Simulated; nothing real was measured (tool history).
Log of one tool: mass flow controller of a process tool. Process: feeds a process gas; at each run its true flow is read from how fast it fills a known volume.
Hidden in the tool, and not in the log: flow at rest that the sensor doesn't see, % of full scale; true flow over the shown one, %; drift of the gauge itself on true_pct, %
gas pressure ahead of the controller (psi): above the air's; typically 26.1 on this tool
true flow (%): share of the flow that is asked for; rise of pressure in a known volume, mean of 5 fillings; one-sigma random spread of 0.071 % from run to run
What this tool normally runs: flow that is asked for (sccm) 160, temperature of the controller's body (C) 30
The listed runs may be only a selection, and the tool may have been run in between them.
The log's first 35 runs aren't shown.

run     hour  flow that is asked for (sccm)  gas pressure ahead of the controller (psi)  temperature of the controller's body (C)  hours of work since the controller was set to zero  hours of work since the controller was changed  true flow (%)
 36  11049.3                             37                                        26.8                                        34                                                5055                                           12767          98.02
     11371.3  -- controller exchanged for a calibrated one
 37  11506.0                            111                                        34.8                                        36                                                  70                                              70          98.78
 38  11962.1                            111                                        34.8                                        36                                                 309                                             309          98.70
     12237.7  -- gauge calibrated
 39  12391.1                            111                                        34.8                                        36                                                 533                                             533          99.68
 40  12717.0                            111                                        34.8                                        36                                                 704                                             704          99.48
 41  13102.7                            191                                        24.8                                        31                                                 905                                             905         100.54
 42  13465.3                            191                                        24.8                                        31                                                1095                                            1095         100.69
 43  13783.5                             21                                        28.4                                        24                                                1261                                            1261          97.31
 44  14221.8                             73                                        25.7                                        22                                                1490                                            1490          97.89
 45  14633.2                             24                                        40.3                                        24                                                1705                                            1705          96.77
 46  14915.4                             24                                        40.3                                        24                                                1853                                            1853          96.56
 47  15313.4                             44                                        34.5                                        21                                                2061                                            2061          96.95

Predict each of these 3 candidate next runs independently; none follows another, all start after run 47:
  A  15513.5                             49                                        34.5                                        23                                                2166                                            2166              ?
  B  15513.5                             44                                        40.3                                        27                                                2166                                            2166              ?
  C  15513.5                             39                                        34.5                                        21                                                2166                                            2166              ?

run  true flow (%)
  A          97.14
  B          97.26
  C          96.82
Without the tool's hidden state the same runs would have given:
run  true flow (%)
  A          97.36
  B          97.49
  C          97.05
